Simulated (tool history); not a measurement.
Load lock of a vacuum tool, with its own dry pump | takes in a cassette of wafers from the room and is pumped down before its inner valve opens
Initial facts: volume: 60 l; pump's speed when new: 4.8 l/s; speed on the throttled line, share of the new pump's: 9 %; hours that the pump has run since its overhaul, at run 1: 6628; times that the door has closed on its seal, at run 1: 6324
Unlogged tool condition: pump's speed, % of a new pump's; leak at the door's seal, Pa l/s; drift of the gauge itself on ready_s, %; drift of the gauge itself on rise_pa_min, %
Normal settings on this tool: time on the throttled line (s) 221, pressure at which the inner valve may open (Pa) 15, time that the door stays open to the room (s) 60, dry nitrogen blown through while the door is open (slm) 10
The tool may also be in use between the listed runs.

run,day,time on the throttled line (s),pressure at which the inner valve may open (Pa),time that the door stays open to the room (s),dry nitrogen blown through while the door is open (slm),hours that the pump has run since its overhaul,times that the door has closed on its seal,"incoming humidity of the room's air, %",time from the closed door until the inner valve may open (s),rise of the pressure with all valves shut (Pa/min)
1,0,221,15,60,10,6628,6324,46.4,318.6,0.096
2,2.262,221,15,36,10,6682,6462,47.4,317.1,0.075
3,7.004,221,15,36,10,6796,6752,46.8,315.8,0.08
4,9.062,221,15,60,10,6845,6878,44,317.6,0.09
5,12.329,221,15,60,10,6924,7078,48.8,318,0.093
6,15.85,221,15,60,10,7008,7293,45.8,318.8,0.093
7,19.25,221,15,60,10,7090,7501,46.8,319.1,0.095
8,23.188,221,15,60,10,7184,7742,46.1,317.8,0.101
9,25.379,221,15,46,10,7237,7876,47.2,317.6,0.091
10,27.729,221,15,60,10,7293,8020,45.7,317.5,0.097
11,30.183,221,15,60,10,7352,8170,47.7,318.3,0.099
12,32.95,221,15,60,10,7418,8339,46.3,318.7,0.104
13,36.688,221,15,60,6,7508,8568,46.9,319.4,0.114
14,40,221,15,60,6,7588,8770,44.4,316.9,0.113
15,44.046,224,15,60,10,7685,9018,44.8,321.3,0.111
16,48.729,221,15,60,10,7797,9304,47.6,318.6,0.121
17,52.962,221,15,60,10,7899,9563,47.9,320.2,0.122
18,57.129,221,15,60,10,7999,9818,42.3,321.2,0.12
19,59.192,249,15,44,10,8048,9944,44.4,343.4,0.116
20,63.092,379,25,39,30,8142,10183,44.3,456.2,0.107
21,67.412,185,15,58,7,8246,10447,44.8,288.2,0.13
22,71.179,185,15,58,7,8336,10677,47.7,288.9,0.134
23,74.808,185,15,58,7,8423,10899,44.7,286.8,0.14
24,77.529,185,15,58,7,8488,11066,44.6,288.2,0.136
25,81.008,185,15,58,7,8572,11279,45.7,287.7,0.146
26,84.908,185,15,58,7,8665,11517,45.6,287.6,0.142
27,87.862,185,15,223,15,8736,11698,40.2,286,0.166
28,91.796,185,15,32,5,8831,11938,44,289.9,0.141
29,93.821,179,19,46,26,8879,12062,44.1,279,0.131
30,96.154,221,22,60,10,8935,12205,41.2,313.1,0.147
31,99.762,221,22,60,10,9022,12426,44,316.3,0.157
32,102.717,221,22,60,10,9093,12606,43,317,0.156
33,107.542,221,22,60,10,9209,12901,46.7,313.9,0.164
34,110.879,221,28,57,10,9289,13105,45.8,310.8,0.163
35,113.475,221,15,90,5,9351,13264,44.2,320,0.189
36,118.221,155,13,60,10,9465,13555,45.6,263.2,0.173

Predict each of these 3 candidate next runs independently; none follows another, all start after run 36:
A,121.121,155,16,60,44,9535,13732,44.6,?,?
B,121.121,221,14,60,10,9535,13732,47.5,?,?
C,121.121,215,23,50,10,9535,13732,44.5,?,?

run,time from the closed door until the inner valve may open (s),rise of the pressure with all valves shut (Pa/min)
A,259.9,0.15
B,321.8,0.178
C,310.6,0.166
With the hidden condition removed and each run's random variation left untouched, the same runs would have given:
run,time from the closed door until the inner valve may open (s),rise of the pressure with all valves shut (Pa/min)
A,249.5,0.014
B,311.8,0.039
C,301.5,0.032

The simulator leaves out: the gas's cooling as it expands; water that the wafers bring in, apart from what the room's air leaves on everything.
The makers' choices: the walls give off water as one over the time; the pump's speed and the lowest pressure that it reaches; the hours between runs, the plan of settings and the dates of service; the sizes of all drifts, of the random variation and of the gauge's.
